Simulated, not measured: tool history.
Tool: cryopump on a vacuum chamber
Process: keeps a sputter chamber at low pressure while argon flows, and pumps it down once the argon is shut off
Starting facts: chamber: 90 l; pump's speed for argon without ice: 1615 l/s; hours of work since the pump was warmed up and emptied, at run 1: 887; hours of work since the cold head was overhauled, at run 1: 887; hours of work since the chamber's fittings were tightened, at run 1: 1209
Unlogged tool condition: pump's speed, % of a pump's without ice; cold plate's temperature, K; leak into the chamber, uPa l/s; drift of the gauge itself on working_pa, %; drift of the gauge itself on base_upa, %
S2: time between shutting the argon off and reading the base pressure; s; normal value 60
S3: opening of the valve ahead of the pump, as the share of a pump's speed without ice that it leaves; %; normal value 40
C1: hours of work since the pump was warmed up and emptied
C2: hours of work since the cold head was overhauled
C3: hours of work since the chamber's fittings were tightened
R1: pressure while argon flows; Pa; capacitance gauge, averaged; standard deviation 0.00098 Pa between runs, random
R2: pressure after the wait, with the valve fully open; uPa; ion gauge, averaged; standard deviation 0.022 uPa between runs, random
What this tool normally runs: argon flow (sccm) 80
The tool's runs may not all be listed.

run 1 hour=0.0 | argon_flow_(sccm)=80 S2=60 S3=40 | C1=887 C2=887 C3=1209 | R1=0.2451 R2=1.39
run 2 hour=36.6 | argon_flow_(sccm)=80 S2=244 S3=40 | C1=916 C2=916 C3=1238 | R1=0.2481 R2=1.05
-- hour=44.7 pump warmed up, emptied and cooled again
run 3 hour=93.4 | argon_flow_(sccm)=80 S2=244 S3=40 | C1=39 C2=957 C3=1279 | R1=0.2132 R2=0.80
run 4 hour=133.7 | argon_flow_(sccm)=80 S2=244 S3=40 | C1=71 C2=989 C3=1311 | R1=0.2139 R2=0.80
run 5 hour=159.3 | argon_flow_(sccm)=128 S2=60 S3=40 | C1=91 C2=1010 C3=1331 | R1=0.3437 R2=1.22
run 6 hour=216.1 | argon_flow_(sccm)=74 S2=60 S3=40 | C1=136 C2=1055 C3=1377 | R1=0.2004 R2=1.27
run 7 hour=247.5 | argon_flow_(sccm)=74 S2=188 S3=40 | C1=161 C2=1080 C3=1401 | R1=0.2006 R2=0.91
run 8 hour=291.9 | argon_flow_(sccm)=74 S2=188 S3=40 | C1=196 C2=1115 C3=1437 | R1=0.2011 R2=0.89

Run 9 is up next; what results do you expect?
run 9 hour=331.0 | argon_flow_(sccm)=74 S2=188 S3=40 | C1=227 C2=1146 C3=1468 | R1=? R2=?

R1: 0.2016 Pa
R2: 0.95 uPa
Were there no unlogged condition in the tool, this run, its random variation unchanged, would have produced R1 0.1929 Pa, R2 0.34 uPa.
